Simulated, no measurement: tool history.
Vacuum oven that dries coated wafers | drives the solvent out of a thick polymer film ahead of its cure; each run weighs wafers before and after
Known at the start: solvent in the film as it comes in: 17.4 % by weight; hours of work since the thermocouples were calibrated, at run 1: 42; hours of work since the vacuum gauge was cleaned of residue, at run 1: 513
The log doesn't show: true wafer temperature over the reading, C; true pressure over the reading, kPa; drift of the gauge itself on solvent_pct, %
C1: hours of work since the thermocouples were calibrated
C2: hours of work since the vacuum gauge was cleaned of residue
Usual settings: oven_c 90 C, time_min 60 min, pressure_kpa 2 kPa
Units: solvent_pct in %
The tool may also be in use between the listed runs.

Run 1, hour 0: usual settings; C1 42; C2 513. Result: solvent_pct 2.04 %.
Run 2, hour 30.5: usual settings; C1 62; C2 533. Result: solvent_pct 2.03 %.
Run 3, hour 78.4: usual settings but time_min 43 min; C1 93; C2 565. Result: solvent_pct 3.13 %.
Run 4, hour 152: usual settings; C1 142; C2 613. Result: solvent_pct 2.01 %.
Run 5, hour 195.3: usual settings; C1 171; C2 642. Result: solvent_pct 2 %.
Run 6, hour 249.7: usual settings; C1 206; C2 678. Result: solvent_pct 2.06 %.
Run 7, hour 296.9: usual settings but time_min 71 min; C1 237; C2 709. Result: solvent_pct 1.59 %.
Run 8, hour 361.6: usual settings but oven_c 103 C; C1 280; C2 751. Result: solvent_pct 0.78 %.
Run 9, hour 393.4: usual settings but oven_c 77 C, time_min 38 min, pressure_kpa 3.82 kPa; C1 301; C2 772. Result: solvent_pct 7.46 %.
At hour 400.8: vacuum gauge cleaned of residue and calibrated.
Run 10, hour 450.4: usual settings but oven_c 77 C, time_min 102 min, pressure_kpa 3.82 kPa; C1 338; C2 33. Result: solvent_pct 3.85 %.
Run 11, hour 490: usual settings but pressure_kpa 1.11 kPa; C1 364; C2 59. Result: solvent_pct 1.7 %.
Run 12, hour 536.6: usual settings but oven_c 84 C, pressure_kpa 5.35 kPa; C1 394; C2 90. Result: solvent_pct 4.57 %.
At hour 547.4: vacuum gauge cleaned of residue and calibrated, once more.
Run 13, hour 598.4: usual settings but oven_c 96 C, time_min 35 min, pressure_kpa 1.85 kPa; C1 434; C2 34. Result: solvent_pct 2.74 %.

3 ways to go on from here, each from the tool as it stands after run 13. What would each give?
Run A, hour 657.6: usual settings but oven_c 89 C; C1 473; C2 73. Result: solvent_pct ?.
Run B, hour 657.6: usual settings but time_min 52 min; C1 473; C2 73. Result: solvent_pct ?.
Run C, hour 657.6: usual settings but oven_c 82 C, time_min 72 min; C1 473; C2 73. Result: solvent_pct ?.

run  solvent_pct
  A          2.1
  B         2.33
  C         2.65
Without the tool's hidden state the same runs would have given:
run  solvent_pct
  A         2.17
  B          2.4
  C         2.74

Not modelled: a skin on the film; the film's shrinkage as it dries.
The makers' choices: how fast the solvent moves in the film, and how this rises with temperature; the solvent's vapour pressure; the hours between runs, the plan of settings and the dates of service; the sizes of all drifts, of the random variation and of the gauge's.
